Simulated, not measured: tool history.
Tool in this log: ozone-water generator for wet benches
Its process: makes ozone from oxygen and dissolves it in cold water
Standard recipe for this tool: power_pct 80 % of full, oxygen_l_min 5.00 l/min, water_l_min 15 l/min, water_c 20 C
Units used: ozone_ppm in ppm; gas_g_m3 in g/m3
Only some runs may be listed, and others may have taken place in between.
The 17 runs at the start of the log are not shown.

run,day,power_pct,oxygen_l_min,water_l_min,water_c,hours of work since the electrodes were changed,hours of work since the contactor was cleaned,hours of work since the thermometer was calibrated,ozone_ppm,gas_g_m3
18,48.317,48,2.62,15,20,2034,166,1454,21.7,234.6
19,49.954,48,2.62,15,20,2070,201,1490,21.4,231.8
20,53.046,48,2.62,15,20,2137,269,1557,21.7,236.0
21,56.033,62,8.82,15,21,2202,334,1622,25.5,162.3
22,58.383,45,4.66,15,15,2253,385,1673,23.8,174.0
23,61.629,53,4.66,15,15,2324,455,1744,26.4,191.7
24,63.533,53,4.66,15,15,2365,497,1785,26.5,192.5
25,65.142,80,5.00,16,16,2400,532,1820,32.6,239.8
26,67.775,80,3.47,15,18,2458,589,1878,31.5,284.0

Estimate the outcome of run 27 from the log above:
27,69.496,89,6.63,15,20,2495,627,1915,?,?

Run 27 came out at ozone_ppm 33.8 ppm, gas_g_m3 226.2 g/m3.
If the tool had no hidden condition, the same run with the same run-to-run variation would have returned ozone_ppm 36.2 ppm, gas_g_m3 240.2 g/m3.
